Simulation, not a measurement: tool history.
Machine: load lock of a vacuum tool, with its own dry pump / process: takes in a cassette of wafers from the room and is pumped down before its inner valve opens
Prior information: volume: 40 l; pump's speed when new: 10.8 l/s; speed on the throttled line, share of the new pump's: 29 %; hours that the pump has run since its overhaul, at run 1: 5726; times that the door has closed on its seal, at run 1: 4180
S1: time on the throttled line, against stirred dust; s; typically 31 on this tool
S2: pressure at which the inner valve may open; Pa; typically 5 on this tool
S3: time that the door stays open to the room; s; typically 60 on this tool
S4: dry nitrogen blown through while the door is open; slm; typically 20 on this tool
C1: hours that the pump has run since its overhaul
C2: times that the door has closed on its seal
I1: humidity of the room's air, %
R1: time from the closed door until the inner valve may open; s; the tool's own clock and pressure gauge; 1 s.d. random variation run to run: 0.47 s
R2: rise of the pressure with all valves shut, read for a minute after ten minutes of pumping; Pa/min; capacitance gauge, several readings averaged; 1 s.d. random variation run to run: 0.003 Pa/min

| run | hour | S1 | S2 | S3 | S4 | C1 | C2 | I1 | R1 | R2 |
|---|---|---|---|---|---|---|---|---|---|---|
| 1 | 0 | 31 | 5 | 60 | 20 | 5726 | 4180 | 45.1 | 64.1 | 0.045 |
| 2 | 84.4 | 49 | 5 | 60 | 20 | 5810 | 4503 | 45.1 | 77.3 | 0.043 |
| 3 | 144.1 | 49 | 5 | 60 | 20 | 5870 | 4731 | 45.7 | 76.6 | 0.045 |
| 4 | 185.4 | 59 | 5 | 60 | 20 | 5911 | 4888 | 45.3 | 81.6 | 0.043 |
| 5 | 276.4 | 59 | 5 | 60 | 20 | 6002 | 5236 | 45 | 82.6 | 0.039 |
| 6 | 325.2 | 59 | 5 | 60 | 20 | 6051 | 5422 | 46.1 | 82.6 | 0.043 |
| 7 | 391 | 31 | 5 | 60 | 20 | 6117 | 5673 | 41.9 | 64.7 | 0.046 |
| 8 | 432.9 | 31 | 5 | 60 | 20 | 6158 | 5834 | 44.8 | 64.1 | 0.044 |
| 9 | 482.3 | 31 | 5 | 60 | 20 | 6208 | 6022 | 43.5 | 64.2 | 0.041 |
| 10 | 563 | 31 | 5 | 60 | 20 | 6289 | 6330 | 45.3 | 65.1 | 0.048 |
| 11 | 627.2 | 31 | 5 | 60 | 5 | 6353 | 6576 | 42.9 | 65.7 | 0.059 |
| 12 | 677.5 | 31 | 5 | 60 | 5 | 6403 | 6767 | 46.1 | 64.4 | 0.06 |
| 13 | 745.8 | 31 | 4 | 60 | 20 | 6471 | 7028 | 44.2 | 65.3 | 0.046 |
| 14 | 798.5 | 31 | 4 | 60 | 20 | 6524 | 7230 | 43.5 | 66.7 | 0.045 |
| 15 | 853.2 | 31 | 4 | 60 | 20 | 6579 | 7439 | 44.2 | 66.2 | 0.045 |
| 16 | 928.6 | 31 | 5 | 60 | 20 | 6654 | 7727 | 47.9 | 65.8 | 0.047 |
| 17 | 997.1 | 31 | 5 | 60 | 20 | 6723 | 7988 | 45.5 | 66.2 | 0.049 |
| 18 | 1068.8 | 31 | 5 | 157 | 20 | 6794 | 8262 | 46.9 | 65.6 | 0.076 |
| 19 | 1159.2 | 31 | 5 | 157 | 20 | 6885 | 8607 | 42.9 | 65.4 | 0.07 |
| 20 | 1246.3 | 20 | 5 | 157 | 8 | 6972 | 8940 | 48.1 | 58.9 | 0.102 |
| 21 | 1288.4 | 20 | 7 | 28 | 44 | 7014 | 9101 | 46.7 | 56.8 | 0.029 |
| 22 | 1329.8 | 48 | 5 | 173 | 14 | 7055 | 9258 | 43.7 | 76.5 | 0.083 |
| 23 | 1376.8 | 48 | 5 | 173 | 14 | 7102 | 9438 | 46.2 | 77.5 | 0.083 |
| 24 | 1430.2 | 28 | 7 | 29 | 10 | 7156 | 9642 | 45.1 | 62.4 | 0.048 |
| 25 | 1493.2 | 23 | 8 | 34 | 31 | 7219 | 9883 | 45.7 | 59.6 | 0.032 |
| 26 | 1573.6 | 19 | 8 | 69 | 40 | 7299 | 10190 | 43.4 | 56.3 | 0.042 |
| 27 | 1656.7 | 57 | 6 | 29 | 18 | 7382 | 10507 | 46.4 | 82.4 | 0.037 |
| 28 | 1721.5 | 44 | 5 | 225 | 37 | 7447 | 10754 | 39.2 | 75.6 | 0.066 |
| 29 | 1778.2 | 44 | 5 | 225 | 37 | 7504 | 10971 | 47.2 | 74.9 | 0.082 |
| 30 | 1828 | 44 | 5 | 225 | 37 | 7554 | 11161 | 41.5 | 74.9 | 0.073 |
| 31 | 1911 | 60 | 5 | 60 | 4 | 7637 | 11478 | 43.7 | 85.1 | 0.069 |
| 32 | 1993.5 | 18 | 5 | 29 | 4 | 7719 | 11793 | 45.9 | 58.9 | 0.045 |
| 33 | 2038.1 | 34 | 5 | 214 | 4 | 7764 | 11963 | 43 | 68.5 | 0.118 |
| 34 | 2099 | 33 | 10 | 143 | 22 | 7825 | 12196 | 44.8 | 65 | 0.076 |
| 35 | 2192.2 | 33 | 10 | 143 | 22 | 7918 | 12552 | 45.3 | 64.9 | 0.069 |
| 36 | 2231.2 | 49 | 10 | 69 | 27 | 7957 | 12701 | 44.1 | 74.5 | 0.051 |
| 37 | 2277.9 | 31 | 8 | 163 | 20 | 8003 | 12879 | 43.2 | 63.8 | 0.081 |

A few steps of R1 between consecutive runs. Split each: what settings, incoming material and random variation would produce without the hidden state, and what is left over for the hidden state, along with gauge scatter present in only one of the two compared results (measured, and without hidden state):
Unlogged tool condition in this case: pump's speed, % of a new pump's; leak at the door's seal, Pa l/s; drift of the gauge itself on ready_s, %; drift of the gauge itself on rise_pa_min, %.
Run 6 -> 7: S1 59 -> 31. R1 -17.9 s: hidden state +1.7, all else -19.6.
Run 21 -> 22: S1 20 -> 48, S2 7 -> 5, S3 28 -> 173, S4 44 -> 14. R1 +19.7 s: hidden state -1.5, all else +21.2.
Run 26 -> 27: S1 19 -> 57, S2 8 -> 6, S3 69 -> 29, S4 40 -> 18. R1 +26.1 s: hidden state -2.2, all else +28.3.
Run 31 -> 32: S1 60 -> 18, S3 60 -> 29. R1 -26.2 s: hidden state +3.2, all else -29.4.

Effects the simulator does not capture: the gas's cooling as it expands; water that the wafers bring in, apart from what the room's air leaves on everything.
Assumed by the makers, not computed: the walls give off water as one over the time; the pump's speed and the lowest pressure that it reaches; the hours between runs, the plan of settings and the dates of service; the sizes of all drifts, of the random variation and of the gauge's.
